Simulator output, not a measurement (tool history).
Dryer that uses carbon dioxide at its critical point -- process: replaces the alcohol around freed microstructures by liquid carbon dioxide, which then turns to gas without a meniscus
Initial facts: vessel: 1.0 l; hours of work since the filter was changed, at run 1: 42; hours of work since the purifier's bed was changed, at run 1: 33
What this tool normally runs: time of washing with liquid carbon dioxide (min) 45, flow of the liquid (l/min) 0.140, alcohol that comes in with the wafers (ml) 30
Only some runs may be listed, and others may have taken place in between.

run    day  time of washing with liquid carbon dioxide (min)  flow of the liquid (l/min)  alcohol that comes in with the wafers (ml)  hours of work since the filter was changed  hours of work since the purifier's bed was changed  alcohol left in the vessel before it's heated (ppm by volume)
  1  0.000                                                45                       0.140                                          30                                          42                                                  33                                                             79
  2  0.362                                                45                       0.140                                          30                                          46                                                  37                                                             86
  3  0.633                                                45                       0.140                                          30                                          49                                                  40                                                             84
  4  0.967                                                45                       0.140                                          60                                          52                                                  44                                                            165
  5  1.488                                                45                       0.140                                          60                                          58                                                  49                                                            153
  6  1.833                                                45                       0.140                                          60                                          61                                                  53                                                            152
  7  2.250                                                69                       0.140                                          60                                          66                                                  57                                                             15
  8  2.754                                                69                       0.140                                          60                                          71                                                  62                                                             15
  9  3.346                                                69                       0.140                                          60                                          77                                                  69                                                             16
 10  3.742                                                56                       0.138                                          41                                          81                                                  73                                                             44
 11  4.008                                                30                       0.140                                          49                                          84                                                  76                                                            943
 12  4.525                                                60                       0.123                                          42                                          90                                                  81                                                             54
 13  5.058                                                42                       0.140                                          30                                          95                                                  87                                                            128
 14  5.562                                                42                       0.140                                          30                                         101                                                  92                                                            119
 15  6.083                                                58                       0.089                                         107                                         106                                                  98                                                            824
 16  6.417                                                33                       0.115                                          34                                         110                                                 101                                                            963
 17  6.738                                                45                       0.167                                          25                                         113                                                 104                                                             38

The logged runs with the hidden state left out (each run's random variation unchanged):
The hidden state here: flow that reaches the vessel past the clogged filter, %; alcohol in the recycled carbon dioxide, ppm; drift of the gauge itself on alcohol_ppm, %.
run  alcohol left in the vessel before it's heated (ppm by volume)
  1                                                             71
  2                                                             76
  3                                                             74
  4                                                            148
  5                                                            135
  6                                                            133
  7                                                              9
  8                                                             10
  9                                                             10
 10                                                             34
 11                                                            852
 12                                                             42
 13                                                            106
 14                                                             97
 15                                                            705
 16                                                            856
 17                                                             28

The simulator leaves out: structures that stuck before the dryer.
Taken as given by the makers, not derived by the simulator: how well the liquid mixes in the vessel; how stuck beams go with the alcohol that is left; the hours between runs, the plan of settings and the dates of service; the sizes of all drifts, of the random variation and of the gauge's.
